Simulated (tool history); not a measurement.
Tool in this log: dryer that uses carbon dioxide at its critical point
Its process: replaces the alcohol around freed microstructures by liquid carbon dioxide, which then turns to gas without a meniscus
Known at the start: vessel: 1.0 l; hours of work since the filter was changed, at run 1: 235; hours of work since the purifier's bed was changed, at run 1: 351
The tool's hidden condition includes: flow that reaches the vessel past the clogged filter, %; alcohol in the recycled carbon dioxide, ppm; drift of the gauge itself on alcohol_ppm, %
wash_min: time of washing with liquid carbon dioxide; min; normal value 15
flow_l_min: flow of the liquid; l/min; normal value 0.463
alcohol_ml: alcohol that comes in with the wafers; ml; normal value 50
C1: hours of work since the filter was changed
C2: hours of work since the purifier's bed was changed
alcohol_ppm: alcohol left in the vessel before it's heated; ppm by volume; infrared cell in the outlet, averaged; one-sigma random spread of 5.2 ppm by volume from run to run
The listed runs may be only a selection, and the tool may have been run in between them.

{"run": 1, "hour": 0.0, "wash_min": 15, "flow_l_min": 0.463, "alcohol_ml": 50, "C1": 235, "C2": 351, "alcohol_ppm": 180}
{"run": 2, "hour": 8.9, "wash_min": 15, "flow_l_min": 0.463, "alcohol_ml": 50, "C1": 241, "C2": 357, "alcohol_ppm": 183}
{"run": 3, "hour": 18.7, "wash_min": 23, "flow_l_min": 0.463, "alcohol_ml": 50, "C1": 248, "C2": 363, "alcohol_ppm": 50}
{"run": 4, "hour": 28.4, "wash_min": 23, "flow_l_min": 0.463, "alcohol_ml": 50, "C1": 254, "C2": 370, "alcohol_ppm": 46}
{"run": 5, "hour": 43.4, "wash_min": 14, "flow_l_min": 0.463, "alcohol_ml": 50, "C1": 264, "C2": 379, "alcohol_ppm": 268}
{"run": 6, "hour": 50.6, "wash_min": 15, "flow_l_min": 0.739, "alcohol_ml": 50, "C1": 268, "C2": 384, "alcohol_ppm": 47}
{"run": 7, "hour": 62.8, "wash_min": 15, "flow_l_min": 0.739, "alcohol_ml": 50, "C1": 276, "C2": 392, "alcohol_ppm": 56}
{"run": 8, "hour": 75.7, "wash_min": 15, "flow_l_min": 0.739, "alcohol_ml": 50, "C1": 285, "C2": 400, "alcohol_ppm": 49}
{"run": 9, "hour": 92.3, "wash_min": 15, "flow_l_min": 0.708, "alcohol_ml": 50, "C1": 296, "C2": 411, "alcohol_ppm": 52}
{"run": 10, "hour": 106.6, "wash_min": 15, "flow_l_min": 0.675, "alcohol_ml": 67, "C1": 305, "C2": 421, "alcohol_ppm": 67}

4 options for the next run, each taken on its own from the tool as it stands now. Forecast them:
{"run": "A", "hour": 117.3, "wash_min": 24, "flow_l_min": 0.769, "alcohol_ml": 55, "C1": 312, "C2": 428, "alcohol_ppm": "?"}
{"run": "B", "hour": 117.3, "wash_min": 15, "flow_l_min": 0.675, "alcohol_ml": 60, "C1": 312, "C2": 428, "alcohol_ppm": "?"}
{"run": "C", "hour": 117.3, "wash_min": 12, "flow_l_min": 0.463, "alcohol_ml": 35, "C1": 312, "C2": 428, "alcohol_ppm": "?"}
{"run": "D", "hour": 117.3, "wash_min": 17, "flow_l_min": 0.426, "alcohol_ml": 115, "C1": 312, "C2": 428, "alcohol_ppm": "?"}

run=A alcohol_ppm=48
run=B alcohol_ppm=57
run=C alcohol_ppm=416
run=D alcohol_ppm=365
Take away the tool's hidden state, keep each run's random variation, and the runs would have read:
run=A alcohol_ppm=5
run=B alcohol_ppm=4
run=C alcohol_ppm=203
run=D alcohol_ppm=155

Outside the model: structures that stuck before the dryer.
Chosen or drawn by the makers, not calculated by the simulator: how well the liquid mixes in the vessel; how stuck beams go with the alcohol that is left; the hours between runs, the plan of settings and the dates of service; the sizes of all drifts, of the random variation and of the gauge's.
